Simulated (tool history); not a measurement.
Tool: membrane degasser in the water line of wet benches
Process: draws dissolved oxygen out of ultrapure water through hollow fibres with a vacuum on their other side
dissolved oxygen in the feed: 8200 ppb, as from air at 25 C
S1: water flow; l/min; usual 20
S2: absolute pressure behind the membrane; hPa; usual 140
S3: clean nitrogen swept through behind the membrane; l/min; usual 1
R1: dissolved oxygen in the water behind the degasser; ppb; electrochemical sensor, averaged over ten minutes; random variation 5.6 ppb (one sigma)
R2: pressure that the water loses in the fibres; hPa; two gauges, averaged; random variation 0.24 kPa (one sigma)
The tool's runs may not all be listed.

run    hour  S1   S2    S3      R1     R2
  1       0  20  140     1   707.7  634.1
  2   154.9  20  140     1   683.9  633.7
      177.1  -- seals of the vacuum lines changed
  3   386.5  20  140     1   692.7  632.3
  4   660.2  20  140     1   689.6  629.1
  5   879.2  20  117     1   598.8  626.6
  6  1218.1  20  117     1   608.6  631.8
  7  1525.4  20  117     1   608.7  630.7
  8  1716.4  20  117     1   595.6  630.4
  9  1960.2  20  117     1   606.4  630.1
     2041.7  -- vacuum gauge calibrated
 10  2271.1  20  117     1   608.6  627.2
 11  2442.9  20  117     1   602.2  628.4
 12  2636.3  20  117     1   605.2  626.9
 13    2825  20  117     1     605  629.6
 14  3102.3  20  117     1   612.1    624
 15  3328.2  20  140     1   688.7  630.1
 16  3646.9  20  115     1   595.4  626.3
 17  3890.7  29  123  0.42    1528  903.2
 18  4039.6  29  123  0.42  1516.1  905.5
 19  4208.9  29  123  0.42  1504.5  906.1
 20  4487.6  29  123  0.42    1530  905.8
 21  4649.1  18  342  0.71    1574  563.1
 22  4814.3  18  342  0.71  1583.5  559.8
 23  5019.1  18  342  0.71  1576.8  561.6
 24  5280.2  18  342  0.71  1558.7  558.4
 25  5502.7  20  109  0.41   911.6  624.4
 26  5836.5  22  140     1   798.4  687.3
 27  6151.2  28  314  1.28  1621.9  870.2
 28  6394.2  20  196     1   905.9  618.7
 29  6711.6  14  347  0.63    1370  436.9
 30  6877.6  14  347  0.63  1371.2  435.6

Run 31 comes next. What will it give?
 31  7153  20  220  0.82   ?   ?

R1: 1116.9 ppb
R2: 619.6 hPa
Without the tool's hidden state the same run would have given R1 1116.3 ppb, R2 631 hPa.
